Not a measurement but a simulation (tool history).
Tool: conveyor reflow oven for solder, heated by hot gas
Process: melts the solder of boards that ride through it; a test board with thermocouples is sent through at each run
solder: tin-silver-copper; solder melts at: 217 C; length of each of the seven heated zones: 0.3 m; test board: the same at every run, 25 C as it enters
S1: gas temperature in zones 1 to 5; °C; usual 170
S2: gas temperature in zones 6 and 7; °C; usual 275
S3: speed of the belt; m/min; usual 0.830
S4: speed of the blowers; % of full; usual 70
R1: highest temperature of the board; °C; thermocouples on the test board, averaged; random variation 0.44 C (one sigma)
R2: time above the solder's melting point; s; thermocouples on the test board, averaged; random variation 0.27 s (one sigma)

run   hour   S1   S2     S3  S4     R1    R2
  1    0.0  170  275  0.830  70  248.9  28.8
  2   49.6  170  275  0.830  70  250.1  29.7
  3  102.6  170  275  0.879  70  248.0  26.8
  4  137.6  170  286  0.830  70  259.0  33.3
  5  178.0  170  286  0.830  70  258.9  33.4
  6  228.1  170  286  0.830  70  258.7  33.3
     245.9  -- flux residue cleaned out of gas plates and filters
  7  258.7  170  286  0.830  70  259.6  33.3
     265.1  -- belt drive overhauled, speed set with a stopwatch
     274.8  -- thermocouples of zones 6 and 7 changed
  8  300.0  170  286  0.830  70  258.8  33.0
  9  326.4  170  286  0.830  70  259.2  32.7
 10  373.2  158  275  0.830  70  246.7  25.9
 11  403.8  158  275  0.830  80  251.4  28.2
 12  451.8  158  275  0.830  80  251.4  28.5
 13  477.7  157  284  0.830  50  241.2  22.6
 14  520.8  157  284  0.830  50  242.6  22.3
 15  565.4  170  275  0.898  84  251.0  28.1
 16  592.2  170  275  0.898  84  252.1  28.3
 17  621.2  170  275  0.898  84  250.6  28.3
 18  674.2  170  275  0.898  84  251.2  28.5
     703.0  -- flux residue cleaned out of gas plates and filters
 19  729.1  167  272  0.939  70  241.4  21.0
 20  759.6  158  272  0.739  70  248.9  31.1
 21  798.0  156  288  0.922  70  251.8  24.7
 22  842.2  156  288  0.939  71  251.1  24.0
 23  871.0  170  275  0.966  54  233.7  15.4
 24  898.2  179  289  0.814  78  267.4  38.7

5 ways to go on from here, each from the tool as it stands after run 24. What would each give?
  A  926.8  182  289  0.754  76   ?   ?
  B  926.8  179  276  0.668  77   ?   ?
  C  926.8  158  275  0.830  57   ?   ?
  D  926.8  170  282  0.830  70   ?   ?
  E  926.8  176  275  0.830  78   ?   ?

run     R1    R2
  A  269.7  43.2
  B  262.1  46.1
  C  240.5  21.8
  D  255.6  32.0
  E  254.5  32.8
Without the tool's hidden state the same runs would have given:
run     R1    R2
  A  269.8  43.2
  B  262.2  46.1
  C  240.6  21.8
  D  255.8  32.0
  E  254.6  32.9
